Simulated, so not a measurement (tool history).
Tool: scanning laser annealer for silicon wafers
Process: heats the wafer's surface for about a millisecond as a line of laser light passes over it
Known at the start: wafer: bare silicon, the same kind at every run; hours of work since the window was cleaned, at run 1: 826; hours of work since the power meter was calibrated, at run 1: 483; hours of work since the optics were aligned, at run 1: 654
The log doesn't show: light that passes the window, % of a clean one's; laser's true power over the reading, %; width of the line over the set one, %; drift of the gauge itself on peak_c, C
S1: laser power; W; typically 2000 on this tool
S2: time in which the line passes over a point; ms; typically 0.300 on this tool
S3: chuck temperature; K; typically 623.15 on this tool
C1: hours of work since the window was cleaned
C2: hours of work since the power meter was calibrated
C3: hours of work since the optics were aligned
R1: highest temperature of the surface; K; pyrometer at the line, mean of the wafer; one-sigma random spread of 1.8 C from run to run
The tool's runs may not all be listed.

run 1 hour=0.0 | S1=2000 S2=0.300 S3=623.15 | C1=826 C2=483 C3=654 | R1=1292.15
-- hour=44.7 window over the wafer cleaned
run 2 hour=69.3 | S1=2000 S2=0.300 S3=623.15 | C1=11 C2=513 C3=685 | R1=1320.15
run 3 hour=124.1 | S1=2000 S2=0.300 S3=623.15 | C1=36 C2=538 C3=709 | R1=1320.15
run 4 hour=163.7 | S1=2000 S2=0.300 S3=623.15 | C1=53 C2=556 C3=727 | R1=1317.15
run 5 hour=237.2 | S1=2000 S2=0.300 S3=623.15 | C1=86 C2=589 C3=760 | R1=1318.15
run 6 hour=322.8 | S1=2000 S2=0.300 S3=623.15 | C1=125 C2=627 C3=798 | R1=1316.15
run 7 hour=414.9 | S1=2000 S2=0.300 S3=623.15 | C1=166 C2=668 C3=839 | R1=1316.15
run 8 hour=497.8 | S1=2000 S2=0.300 S3=623.15 | C1=203 C2=705 C3=876 | R1=1313.15
run 9 hour=575.2 | S1=2000 S2=0.300 S3=623.15 | C1=238 C2=740 C3=911 | R1=1309.15
run 10 hour=661.9 | S1=2000 S2=0.300 S3=623.15 | C1=276 C2=779 C3=950 | R1=1308.15
run 11 hour=731.6 | S1=2000 S2=0.300 S3=623.15 | C1=308 C2=810 C3=981 | R1=1307.15
run 12 hour=789.8 | S1=2000 S2=0.300 S3=623.15 | C1=334 C2=836 C3=1007 | R1=1304.15
run 13 hour=832.8 | S1=2000 S2=0.300 S3=623.15 | C1=353 C2=855 C3=1027 | R1=1305.15
run 14 hour=874.0 | S1=2000 S2=0.300 S3=623.15 | C1=371 C2=874 C3=1045 | R1=1308.15
run 15 hour=957.3 | S1=2000 S2=0.300 S3=623.15 | C1=409 C2=911 C3=1082 | R1=1302.15
run 16 hour=1005.2 | S1=2000 S2=0.300 S3=622.15 | C1=430 C2=933 C3=1104 | R1=1299.15
run 17 hour=1054.1 | S1=2000 S2=0.300 S3=622.15 | C1=452 C2=954 C3=1126 | R1=1298.15
run 18 hour=1120.8 | S1=2000 S2=0.300 S3=622.15 | C1=482 C2=984 C3=1156 | R1=1297.15
run 19 hour=1194.1 | S1=2000 S2=0.378 S3=622.15 | C1=515 C2=1017 C3=1188 | R1=1365.15
-- hour=1202.3 laser's power meter calibrated
run 20 hour=1270.4 | S1=2000 S2=0.378 S3=622.15 | C1=548 C2=30 C3=1221 | R1=1368.15
run 21 hour=1340.4 | S1=1906 S2=0.378 S3=622.15 | C1=579 C2=62 C3=1253 | R1=1329.15
run 22 hour=1387.6 | S1=1906 S2=0.378 S3=622.15 | C1=600 C2=83 C3=1274 | R1=1331.15
run 23 hour=1468.3 | S1=2000 S2=0.254 S3=629.15 | C1=636 C2=119 C3=1310 | R1=1250.15
run 24 hour=1534.8 | S1=1704 S2=0.254 S3=614.15 | C1=666 C2=149 C3=1340 | R1=1148.15
-- hour=1577.7 laser's power meter calibrated, once more
run 25 hour=1615.8 | S1=1704 S2=0.254 S3=614.15 | C1=701 C2=17 C3=1375 | R1=1150.15
run 26 hour=1654.8 | S1=2017 S2=0.361 S3=590.15 | C1=718 C2=35 C3=1392 | R1=1315.15
run 27 hour=1721.0 | S1=2032 S2=0.300 S3=641.15 | C1=748 C2=64 C3=1422 | R1=1313.15
run 28 hour=1798.3 | S1=2062 S2=0.294 S3=611.15 | C1=783 C2=99 C3=1456 | R1=1289.15
run 29 hour=1881.6 | S1=2073 S2=0.352 S3=646.15 | C1=820 C2=136 C3=1494 | R1=1381.15
-- hour=1937.5 window over the wafer cleaned
run 30 hour=1956.6 | S1=1841 S2=0.268 S3=594.15 | C1=9 C2=169 C3=1526 | R1=1200.15
run 31 hour=2028.8 | S1=1824 S2=0.300 S3=623.15 | C1=41 C2=201 C3=1559 | R1=1255.15
run 32 hour=2118.6 | S1=1964 S2=0.234 S3=599.15 | C1=81 C2=241 C3=1599 | R1=1204.15
run 33 hour=2204.9 | S1=2018 S2=0.300 S3=623.15 | C1=120 C2=280 C3=1638 | R1=1315.15
run 34 hour=2250.8 | S1=2000 S2=0.312 S3=659.15 | C1=140 C2=301 C3=1658 | R1=1357.15
run 35 hour=2323.5 | S1=1958 S2=0.274 S3=623.15 | C1=173 C2=333 C3=1691 | R1=1270.15
run 36 hour=2392.1 | S1=1840 S2=0.271 S3=620.15 | C1=204 C2=364 C3=1721 | R1=1221.15
run 37 hour=2470.3 | S1=2030 S2=0.248 S3=636.15 | C1=239 C2=399 C3=1756 | R1=1269.15
-- hour=2504.9 optics aligned, line set to its width
run 38 hour=2540.4 | S1=1854 S2=0.261 S3=645.15 | C1=268 C2=428 C3=16 | R1=1252.15
run 39 hour=2578.8 | S1=1854 S2=0.261 S3=645.15 | C1=285 C2=445 C3=33 | R1=1253.15
run 40 hour=2672.0 | S1=1831 S2=0.286 S3=637.15 | C1=327 C2=487 C3=75 | R1=1259.15
run 41 hour=2733.1 | S1=1831 S2=0.286 S3=637.15 | C1=354 C2=514 C3=102 | R1=1259.15
run 42 hour=2816.3 | S1=1831 S2=0.286 S3=637.15 | C1=391 C2=552 C3=140 | R1=1257.15

Consider 3 possible next runs. They are alternatives, not a sequence: every one starts from the tool as it was left by run 42. What does each give?
run A hour=2884.4 | S1=1831 S2=0.371 S3=627.15 | C1=422 C2=582 C3=170 | R1=?
run B hour=2884.4 | S1=2034 S2=0.328 S3=618.15 | C1=422 C2=582 C3=170 | R1=?
run C hour=2884.4 | S1=1790 S2=0.236 S3=586.15 | C1=422 C2=582 C3=170 | R1=?

run=A R1=1319.15
run=B R1=1342.15
run=C R1=1147.15
With no hidden state in the tool, these same runs would have given:
run=A R1=1338.15
run=B R1=1362.15
run=C R1=1162.15

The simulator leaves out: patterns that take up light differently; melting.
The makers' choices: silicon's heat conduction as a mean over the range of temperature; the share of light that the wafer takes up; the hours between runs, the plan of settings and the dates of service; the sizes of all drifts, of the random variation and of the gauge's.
